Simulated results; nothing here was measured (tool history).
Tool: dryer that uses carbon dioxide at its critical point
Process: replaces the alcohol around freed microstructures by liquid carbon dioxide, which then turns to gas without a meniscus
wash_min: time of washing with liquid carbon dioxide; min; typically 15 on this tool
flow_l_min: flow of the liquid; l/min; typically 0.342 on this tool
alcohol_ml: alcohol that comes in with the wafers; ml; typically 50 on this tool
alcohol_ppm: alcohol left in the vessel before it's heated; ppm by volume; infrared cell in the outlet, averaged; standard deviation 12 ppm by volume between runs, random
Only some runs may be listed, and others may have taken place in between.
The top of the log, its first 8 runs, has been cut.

run 9 hour=187.6 | wash_min=15 flow_l_min=0.342 alcohol_ml=79 | alcohol_ppm=1490
run 10 hour=221.9 | wash_min=15 flow_l_min=0.342 alcohol_ml=50 | alcohol_ppm=976
run 11 hour=240.9 | wash_min=15 flow_l_min=0.342 alcohol_ml=50 | alcohol_ppm=979
run 12 hour=261.6 | wash_min=15 flow_l_min=0.342 alcohol_ml=30 | alcohol_ppm=603
-- hour=275.5 inlet filter changed
run 13 hour=282.7 | wash_min=15 flow_l_min=0.342 alcohol_ml=108 | alcohol_ppm=1698
run 14 hour=315.6 | wash_min=15 flow_l_min=0.342 alcohol_ml=108 | alcohol_ppm=1697
run 15 hour=337.7 | wash_min=15 flow_l_min=0.342 alcohol_ml=108 | alcohol_ppm=1753
run 16 hour=367.9 | wash_min=16 flow_l_min=0.250 alcohol_ml=50 | alcohol_ppm=2072
run 17 hour=393.5 | wash_min=16 flow_l_min=0.250 alcohol_ml=50 | alcohol_ppm=2129
run 18 hour=416.3 | wash_min=16 flow_l_min=0.250 alcohol_ml=50 | alcohol_ppm=2141
run 19 hour=434.5 | wash_min=16 flow_l_min=0.250 alcohol_ml=50 | alcohol_ppm=2135
-- hour=454.1 purifier's bed changed
run 20 hour=469.8 | wash_min=11 flow_l_min=0.250 alcohol_ml=37 | alcohol_ppm=4241
run 21 hour=501.1 | wash_min=15 flow_l_min=0.220 alcohol_ml=107 | alcohol_ppm=8116
run 22 hour=533.5 | wash_min=16 flow_l_min=0.321 alcohol_ml=38 | alcohol_ppm=626
run 23 hour=565.6 | wash_min=23 flow_l_min=0.213 alcohol_ml=50 | alcohol_ppm=1066
run 24 hour=584.9 | wash_min=10 flow_l_min=0.322 alcohol_ml=32 | alcohol_ppm=2472
run 25 hour=620.2 | wash_min=9 flow_l_min=0.464 alcohol_ml=23 | alcohol_ppm=810
run 26 hour=636.4 | wash_min=15 flow_l_min=0.265 alcohol_ml=50 | alcohol_ppm=2280
run 27 hour=651.3 | wash_min=20 flow_l_min=0.431 alcohol_ml=50 | alcohol_ppm=63
run 28 hour=675.2 | wash_min=22 flow_l_min=0.226 alcohol_ml=50 | alcohol_ppm=1042
run 29 hour=701.8 | wash_min=19 flow_l_min=0.360 alcohol_ml=50 | alcohol_ppm=233
run 30 hour=725.4 | wash_min=17 flow_l_min=0.249 alcohol_ml=23 | alcohol_ppm=866

Each row is a separate what-if for the run after 30, all from the same tool condition, not one after another. Results?
run A hour=752.8 | wash_min=11 flow_l_min=0.342 alcohol_ml=50 | alcohol_ppm=?
run B hour=752.8 | wash_min=17 flow_l_min=0.347 alcohol_ml=33 | alcohol_ppm=?
run C hour=752.8 | wash_min=11 flow_l_min=0.249 alcohol_ml=34 | alcohol_ppm=?
run D hour=752.8 | wash_min=14 flow_l_min=0.249 alcohol_ml=23 | alcohol_ppm=?
run E hour=752.8 | wash_min=13 flow_l_min=0.374 alcohol_ml=100 | alcohol_ppm=?

run=A alcohol_ppm=2712
run=B alcohol_ppm=341
run=C alcohol_ppm=4055
run=D alcohol_ppm=1565
run=E alcohol_ppm=2241
With the hidden condition removed and each run's random variation left untouched, the same runs would have given:
run=A alcohol_ppm=2385
run=B alcohol_ppm=275
run=C alcohol_ppm=3697
run=D alcohol_ppm=1389
run=E alcohol_ppm=1898
